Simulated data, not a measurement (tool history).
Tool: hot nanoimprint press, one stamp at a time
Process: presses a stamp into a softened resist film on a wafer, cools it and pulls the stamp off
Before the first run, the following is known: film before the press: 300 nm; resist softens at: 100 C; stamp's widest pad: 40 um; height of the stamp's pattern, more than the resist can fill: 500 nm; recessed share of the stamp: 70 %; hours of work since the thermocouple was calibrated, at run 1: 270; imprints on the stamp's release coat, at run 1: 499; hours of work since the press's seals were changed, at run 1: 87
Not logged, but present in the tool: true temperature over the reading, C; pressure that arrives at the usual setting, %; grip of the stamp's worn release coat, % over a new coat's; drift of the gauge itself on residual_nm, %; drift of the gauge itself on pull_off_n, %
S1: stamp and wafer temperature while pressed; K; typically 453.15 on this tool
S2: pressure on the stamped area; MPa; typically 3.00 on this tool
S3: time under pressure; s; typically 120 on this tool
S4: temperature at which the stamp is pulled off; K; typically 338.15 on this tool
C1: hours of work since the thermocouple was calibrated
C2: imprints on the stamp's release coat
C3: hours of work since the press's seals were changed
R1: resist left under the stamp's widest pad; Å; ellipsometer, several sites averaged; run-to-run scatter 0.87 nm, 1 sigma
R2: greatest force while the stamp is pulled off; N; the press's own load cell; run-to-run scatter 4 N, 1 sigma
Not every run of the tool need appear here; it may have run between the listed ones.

Run 1, hour 0.0: usual settings; C1 270; C2 499; C3 87. Result: R1 1129 Å, R2 214 N.
Run 2, hour 19.3: usual settings; C1 282; C2 570; C3 99. Result: R1 1136 Å, R2 222 N.
At hour 28.7: plate thermocouple calibrated.
Run 3, hour 50.7: usual settings; C1 14; C2 674; C3 117. Result: R1 1190 Å, R2 236 N.
Run 4, hour 73.9: usual settings; C1 29; C2 758; C3 131. Result: R1 1176 Å, R2 242 N.
Run 5, hour 98.4: usual settings but S2 2.22 MPa; C1 44; C2 848; C3 147. Result: R1 1354 Å, R2 244 N.
Run 6, hour 122.4: usual settings but S2 1.98 MPa; C1 59; C2 935; C3 162. Result: R1 1402 Å, R2 244 N.
Run 7, hour 158.2: usual settings but S2 2.59 MPa; C1 82; C2 1066; C3 185. Result: R1 1244 Å, R2 250 N.
Run 8, hour 194.4: usual settings but S2 2.59 MPa; C1 105; C2 1198; C3 208. Result: R1 1263 Å, R2 263 N.
Run 9, hour 229.7: usual settings but S4 335.15 K; C1 127; C2 1327; C3 230. Result: R1 1166 Å, R2 291 N.
Run 10, hour 263.5: usual settings but S4 343.15 K; C1 149; C2 1451; C3 251. Result: R1 1144 Å, R2 257 N.
Run 11, hour 298.4: usual settings but S1 451.15 K; C1 171; C2 1578; C3 274. Result: R1 1255 Å, R2 289 N.
At hour 307.1: stamp cleaned and given a new release coat.
Run 12, hour 338.1: usual settings but S1 458.15 K; C1 192; C2 113; C3 295. Result: R1 916 Å, R2 204 N.
Run 13, hour 363.0: usual settings but S1 458.15 K; C1 208; C2 204; C3 311. Result: R1 918 Å, R2 205 N.
Run 14, hour 396.4: usual settings but S1 461.15 K; C1 229; C2 326; C3 332. Result: R1 788 Å, R2 207 N.
Run 15, hour 413.0: usual settings; C1 240; C2 387; C3 342. Result: R1 1138 Å, R2 208 N.
Run 16, hour 448.5: usual settings but S1 451.15 K, S2 2.99 MPa, S3 83 s, S4 331.15 K; C1 262; C2 516; C3 365. Result: R1 1431 Å, R2 262 N.
Run 17, hour 464.9: usual settings but S1 449.15 K, S2 2.21 MPa; C1 272; C2 576; C3 375. Result: R1 1531 Å, R2 225 N.
Run 18, hour 483.8: usual settings but S1 447.15 K, S2 2.48 MPa, S3 86 s, S4 334.15 K; C1 284; C2 645; C3 387. Result: R1 1778 Å, R2 251 N.
At hour 488.7: plate thermocouple calibrated.
Run 19, hour 514.8: usual settings but S1 447.15 K, S2 2.48 MPa, S3 86 s, S4 334.15 K; C1 17; C2 747; C3 405. Result: R1 1863 Å, R2 268 N.
Run 20, hour 531.0: usual settings but S1 447.15 K, S2 2.48 MPa, S3 86 s, S4 334.15 K; C1 27; C2 806; C3 415. Result: R1 1843 Å, R2 264 N.
Run 21, hour 549.3: usual settings but S1 450.15 K, S2 2.78 MPa, S3 61 s, S4 323.15 K; C1 38; C2 873; C3 427. Result: R1 1768 Å, R2 311 N.
Run 22, hour 575.6: usual settings but S1 450.15 K, S2 2.78 MPa, S3 61 s, S4 323.15 K; C1 55; C2 969; C3 443. Result: R1 1775 Å, R2 331 N.
Run 23, hour 603.4: usual settings but S1 450.15 K, S2 2.78 MPa, S3 61 s, S4 323.15 K; C1 73; C2 1071; C3 461. Result: R1 1761 Å, R2 331 N.
Run 24, hour 625.9: usual settings but S1 450.15 K, S2 2.78 MPa, S3 61 s, S4 323.15 K; C1 87; C2 1153; C3 475. Result: R1 1754 Å, R2 326 N.
Run 25, hour 660.8: usual settings but S1 450.15 K, S2 2.78 MPa, S3 61 s, S4 323.15 K; C1 109; C2 1280; C3 497. Result: R1 1751 Å, R2 354 N.
Run 26, hour 690.1: usual settings but S1 450.15 K, S2 2.78 MPa, S3 61 s, S4 323.15 K; C1 128; C2 1388; C3 516. Result: R1 1742 Å, R2 371 N.
Run 27, hour 712.1: usual settings but S1 443.15 K, S4 341.15 K; C1 141; C2 1468; C3 530. Result: R1 1794 Å, R2 268 N.
Run 28, hour 743.9: usual settings but S3 137 s; C1 162; C2 1584; C3 550. Result: R1 1092 Å, R2 296 N.
At hour 752.7: stamp cleaned and given a new release coat.
Run 29, hour 778.3: usual settings but S2 2.20 MPa, S3 137 s, S4 329.15 K; C1 180; C2 94; C3 568. Result: R1 1239 Å, R2 222 N.
Run 30, hour 810.1: usual settings but S3 69 s; C1 200; C2 210; C3 588. Result: R1 1415 Å, R2 202 N.

Measured minus without-hidden-state, run by run (identical run-to-run variation in each term; gauge scatter may differ):
run   R1    R2
  1  -58   +24
  2  -60   +29
  3   +5   +41
  4   +2   +46
  5   -2   +51
  6   -6   +55
  7  -11   +63
  8  -16   +72
  9  -20   +85
 10  -25   +80
 11  -33   +95
 12  -27    +4
 13  -30    +9
 14  -29   +16
 15  -46   +19
 16  -59   +32
 17  -66   +30
 18  -71   +37
 19  -13   +50
 20  -15   +52
 21  -17   +65
 22  -21   +75
 23  -26   +82
 24  -30   +85
 25  -36  +100
 26  -41  +111
 27  -49   +83
 28  -39   +97
 29  -48    +3
 30  -55    +8
